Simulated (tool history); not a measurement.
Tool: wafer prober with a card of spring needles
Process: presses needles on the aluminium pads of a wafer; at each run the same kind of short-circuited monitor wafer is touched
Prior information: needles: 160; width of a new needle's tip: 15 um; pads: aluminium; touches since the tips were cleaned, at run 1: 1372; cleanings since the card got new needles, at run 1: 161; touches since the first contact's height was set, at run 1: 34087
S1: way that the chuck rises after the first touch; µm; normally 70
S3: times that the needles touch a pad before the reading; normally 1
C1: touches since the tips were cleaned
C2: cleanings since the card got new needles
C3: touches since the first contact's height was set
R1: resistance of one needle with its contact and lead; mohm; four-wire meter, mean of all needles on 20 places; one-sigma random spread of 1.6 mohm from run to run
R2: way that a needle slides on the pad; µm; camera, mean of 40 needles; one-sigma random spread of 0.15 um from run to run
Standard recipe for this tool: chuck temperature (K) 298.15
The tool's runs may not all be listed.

{"run": 1, "hour": 0.0, "S1": 70, "chuck temperature (K)": 298.15, "S3": 1, "C1": 1372, "C2": 161, "C3": 34087, "R1": 190, "R2": 14}
{"hour": 6.3, "done": "tips cleaned on abrasive film"}
{"hour": 21.9, "done": "tips cleaned on abrasive film"}
{"hour": 37.4, "done": "tips cleaned on abrasive film"}
{"run": 2, "hour": 46.6, "S1": 70, "chuck temperature (K)": 298.15, "S3": 1, "C1": 1799, "C2": 164, "C3": 43155, "R1": 197, "R2": 14.14}
{"hour": 52.7, "done": "tips cleaned on abrasive film"}
{"hour": 67.6, "done": "tips cleaned on abrasive film"}
{"run": 3, "hour": 71.1, "S1": 70, "chuck temperature (K)": 298.15, "S3": 1, "C1": 697, "C2": 166, "C3": 47910, "R1": 181, "R2": 13.96}
{"hour": 80.2, "done": "tips cleaned on abrasive film"}
{"hour": 95.8, "done": "tips cleaned on abrasive film"}
{"hour": 109.0, "done": "tips cleaned on abrasive film"}
{"run": 4, "hour": 109.0, "S1": 70, "chuck temperature (K)": 298.15, "S3": 1, "C1": 0, "C2": 169, "C3": 55269, "R1": 159, "R2": 13.91}
{"hour": 123.5, "done": "tips cleaned on abrasive film"}
{"hour": 138.9, "done": "tips cleaned on abrasive film"}
{"run": 5, "hour": 146.2, "S1": 70, "chuck temperature (K)": 298.15, "S3": 1, "C1": 1428, "C2": 171, "C3": 62513, "R1": 195, "R2": 13.76}
{"hour": 152.5, "done": "tips cleaned on abrasive film"}
{"hour": 168.0, "done": "tips cleaned on abrasive film"}
{"run": 6, "hour": 180.4, "S1": 70, "chuck temperature (K)": 298.15, "S3": 1, "C1": 2420, "C2": 173, "C3": 69161, "R1": 212, "R2": 13.97}
{"hour": 183.6, "done": "tips cleaned on abrasive film"}
{"hour": 196.1, "done": "tips cleaned on abrasive film"}
{"hour": 211.2, "done": "tips cleaned on abrasive film"}
{"run": 7, "hour": 215.1, "S1": 70, "chuck temperature (K)": 298.15, "S3": 1, "C1": 770, "C2": 176, "C3": 75899, "R1": 185, "R2": 13.84}
{"hour": 223.9, "done": "tips cleaned on abrasive film"}
{"hour": 238.7, "done": "tips cleaned on abrasive film"}
{"hour": 254.2, "done": "tips cleaned on abrasive film"}
{"run": 8, "hour": 263.8, "S1": 70, "chuck temperature (K)": 298.15, "S3": 2, "C1": 1880, "C2": 179, "C3": 85377, "R1": 180, "R2": 13.78}
{"hour": 267.0, "done": "tips cleaned on abrasive film"}
{"hour": 280.7, "done": "tips cleaned on abrasive film"}
{"hour": 295.4, "done": "tips cleaned on abrasive film"}
{"run": 9, "hour": 295.4, "S1": 70, "chuck temperature (K)": 298.15, "S3": 2, "C1": 0, "C2": 182, "C3": 91500, "R1": 157, "R2": 13.86}
{"hour": 310.3, "done": "tips cleaned on abrasive film"}
{"hour": 324.7, "done": "tips cleaned on abrasive film"}
{"run": 10, "hour": 327.7, "S1": 70, "chuck temperature (K)": 298.15, "S3": 1, "C1": 590, "C2": 184, "C3": 97782, "R1": 175, "R2": 13.6}
{"hour": 340.2, "done": "tips cleaned on abrasive film"}
{"hour": 352.7, "done": "tips cleaned on abrasive film"}
{"run": 11, "hour": 362.7, "S1": 70, "chuck temperature (K)": 298.15, "S3": 2, "C1": 1965, "C2": 186, "C3": 104594, "R1": 182, "R2": 13.81}
{"hour": 365.9, "done": "tips cleaned on abrasive film"}
{"hour": 380.6, "done": "tips cleaned on abrasive film"}
{"hour": 395.9, "done": "tips cleaned on abrasive film"}
{"hour": 409.8, "done": "tips cleaned on abrasive film"}
{"run": 12, "hour": 420.2, "S1": 70, "chuck temperature (K)": 298.15, "S3": 2, "C1": 2040, "C2": 190, "C3": 115767, "R1": 185, "R2": 13.63}
{"hour": 423.4, "done": "tips cleaned on abrasive film"}
{"hour": 439.0, "done": "tips cleaned on abrasive film"}
{"hour": 454.6, "done": "tips cleaned on abrasive film"}
{"hour": 468.8, "done": "tips cleaned on abrasive film"}
{"run": 13, "hour": 468.8, "S1": 70, "chuck temperature (K)": 298.15, "S3": 1, "C1": 0, "C2": 194, "C3": 125191, "R1": 161, "R2": 13.59}
{"hour": 483.8, "done": "tips cleaned on abrasive film"}
{"run": 14, "hour": 492.4, "S1": 70, "chuck temperature (K)": 298.15, "S3": 1, "C1": 1675, "C2": 195, "C3": 129796, "R1": 203, "R2": 13.21}

Forecast run 15:
{"hour": 498.4, "done": "tips cleaned on abrasive film"}
{"hour": 514.0, "done": "tips cleaned on abrasive film"}
{"run": 15, "hour": 521.2, "S1": 70, "chuck temperature (K)": 298.15, "S3": 1, "C1": 1417, "C2": 197, "C3": 135395, "R1": "?", "R2": "?"}

Logged for run 15: R1 196 mohm, R2 13.57 µm.
On a tool with no hidden condition, and with the same random variation, this run would have come out at R1 153 mohm, R2 14.2 µm.

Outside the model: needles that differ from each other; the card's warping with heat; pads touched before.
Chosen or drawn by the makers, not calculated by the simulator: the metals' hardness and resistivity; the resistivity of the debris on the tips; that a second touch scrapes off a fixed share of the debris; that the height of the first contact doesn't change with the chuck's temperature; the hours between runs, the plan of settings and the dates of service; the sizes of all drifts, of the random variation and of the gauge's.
